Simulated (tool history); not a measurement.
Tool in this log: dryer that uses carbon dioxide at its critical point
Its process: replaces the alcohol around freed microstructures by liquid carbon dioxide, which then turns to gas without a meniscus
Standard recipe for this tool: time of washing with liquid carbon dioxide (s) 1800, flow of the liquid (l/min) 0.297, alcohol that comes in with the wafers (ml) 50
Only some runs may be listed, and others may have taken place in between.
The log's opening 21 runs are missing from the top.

run	hour	time of washing with liquid carbon dioxide (s)	flow of the liquid (l/min)	alcohol that comes in with the wafers (ml)	alcohol left in the vessel before it's heated (ppm by volume)
22	227.9	2040	0.297	50	131
23	234.1	2040	0.297	50	126
24	246.4	2640	0.218	50	150
25	256.8	2640	0.218	50	157
26	268.7	2640	0.218	50	157
27	278.8	2640	0.218	50	155
28	292.9	2640	0.218	50	164
29	306.9	1140	0.204	23	1549
30	317.4	2580	0.434	47	117
31	324.2	2820	0.297	44	123
32	335.6	2580	0.297	44	120
33	342.4	2580	0.238	44	154
34	349.4	1860	0.235	59	436
35	361.4	2400	0.235	22	148
36	374.7	2400	0.398	33	128
37	386.5	1200	0.207	30	1727
38	400.6	1800	0.239	50	431
39	414.2	1380	0.181	50	2772
40	426.6	1080	0.181	39	4025
41	435.2	1080	0.181	39	4026
42	444.9	1800	0.435	60	146
# hour 451.3: inlet filter changed
43	452.6	1140	0.333	28	352
44	463.0	1440	0.428	44	154
45	473.5	2640	0.390	35	137
46	488.4	1560	0.492	20	145

Branching from run 46: 3 alternative next runs. What would each branch give?
A	501.7	1800	0.268	56	?
B	501.7	1740	0.342	30	?
C	501.7	1380	0.297	29	?

run	alcohol left in the vessel before it's heated (ppm by volume)
A	267
B	156
C	298
Stripped of hidden state, with their random variation kept, the same runs would have yielded:
run	alcohol left in the vessel before it's heated (ppm by volume)
A	119
B	14
C	151
